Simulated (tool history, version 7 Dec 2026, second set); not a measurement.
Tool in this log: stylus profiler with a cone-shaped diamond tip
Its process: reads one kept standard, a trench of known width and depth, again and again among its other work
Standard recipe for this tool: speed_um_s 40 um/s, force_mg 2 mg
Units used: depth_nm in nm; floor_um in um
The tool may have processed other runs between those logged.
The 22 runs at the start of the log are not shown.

run	day	speed_um_s	force_mg	depth_nm	floor_um
23	81.325	20	2	202.64	25.87
24	83.317	28	3.02	203.34	25.85
25	86.533	28	3.02	203.35	25.83
26	90.446	82	2.62	203.16	25.54
27	94.575	61	1.37	201.85	25.51
28	99.379	64	1.47	201.89	25.49
29	103.404	15	2.79	203.09	25.78
30	105.483	15	2.79	202.97	25.76
31	108.896	51	1.88	202.19	25.55
32	111.017	137	3.36	203.5	25.19
33	115.488	32	1.86	202.19	25.56
34	117.429	54	0.67	200.69	25.26
# day 121.125: new tip fitted, height scale calibrated
35	121.404	40	5.62	205.7	27.12
36	123.5	29	0.98	201.72	26.99
37	125.475	25	1.77	202.45	27.08
38	130.267	25	1.77	202.48	27.03
39	134.308	19	3.38	203.84	26.98
40	138.721	19	3.38	203.9	26.93

Predict the results of run 41:
41	141.692	22	0.96	?	?

For run 41 the tool returned depth_nm 201.61 nm, floor_um 26.84 um.
Take away the tool's hidden state, keep the run-to-run variation as it was, and the same run would have given depth_nm 201.78 nm, floor_um 27.02 um.
